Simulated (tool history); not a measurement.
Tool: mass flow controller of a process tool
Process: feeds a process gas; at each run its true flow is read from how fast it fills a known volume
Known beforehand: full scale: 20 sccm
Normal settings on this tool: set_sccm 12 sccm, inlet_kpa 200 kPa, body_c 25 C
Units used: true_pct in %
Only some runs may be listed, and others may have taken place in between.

run,hour,set_sccm,inlet_kpa,body_c,true_pct
1,0.0,12,200,25,100.67
2,394.3,11,200,25,100.78
3,720.4,11,200,25,101.11
4,1016.8,12,200,20,101.86
5,1340.1,12,200,25,101.47
6,1696.0,12,200,25,101.67
7,2111.3,12,200,25,102.10
8,2388.2,12,200,25,102.23
9,2923.3,12,200,25,102.62
10,3410.2,12,200,25,102.82
11,3818.8,12,200,25,103.09
12,4283.2,12,200,25,103.29
13,4651.1,12,200,25,103.54
# hour 4676.1: controller's zero set anew
14,4928.0,12,200,25,104.20
15,5368.6,12,200,25,104.37
16,5591.5,12,200,25,104.55
# hour 5703.8: controller's zero set anew, once more
17,5831.8,12,200,25,103.89
# hour 5953.2: controller exchanged for a calibrated one
18,6154.6,12,200,25,99.74
19,6548.4,12,200,25,99.78
20,6772.6,12,200,25,100.01
21,7271.2,12,200,22,100.71
22,7636.4,12,200,25,100.57
23,8129.1,12,200,25,100.99
24,8541.8,8,252,34,99.90
25,8785.1,8,252,34,100.26
26,9206.2,9,216,33,100.60
27,9719.1,9,216,33,100.86
28,10166.8,9,216,33,101.11
29,10676.8,9,216,33,101.47
30,11020.1,3,145,22,103.09
31,11535.7,5,200,28,102.52
32,12026.6,7,278,26,103.08
33,12457.2,11,148,27,103.22
34,12820.4,11,148,27,103.41
35,13351.4,11,148,27,103.65
36,13723.2,11,148,38,102.65
37,14222.1,11,148,38,102.98
# hour 14575.4: controller exchanged for a calibrated one
38,14723.1,12,200,28,98.72
39,15178.1,12,200,28,99.08
40,15654.6,17,196,25,100.16
41,16010.4,14,196,38,98.78
42,16425.4,14,196,38,99.06
43,16832.5,12,237,25,100.60
44,17289.2,8,212,37,99.13

Below are 3 alternative next runs, each starting from the tool's condition after run 44. Predict each:
A,17659.6,12,152,31,?
B,17659.6,14,212,34,?
C,17659.6,20,212,34,?

run,true_pct
A,100.16
B,100.17
C,100.82
Stripped of hidden state, with their random variation kept, the same runs would have yielded:
run,true_pct
A,98.28
B,98.32
C,99.04
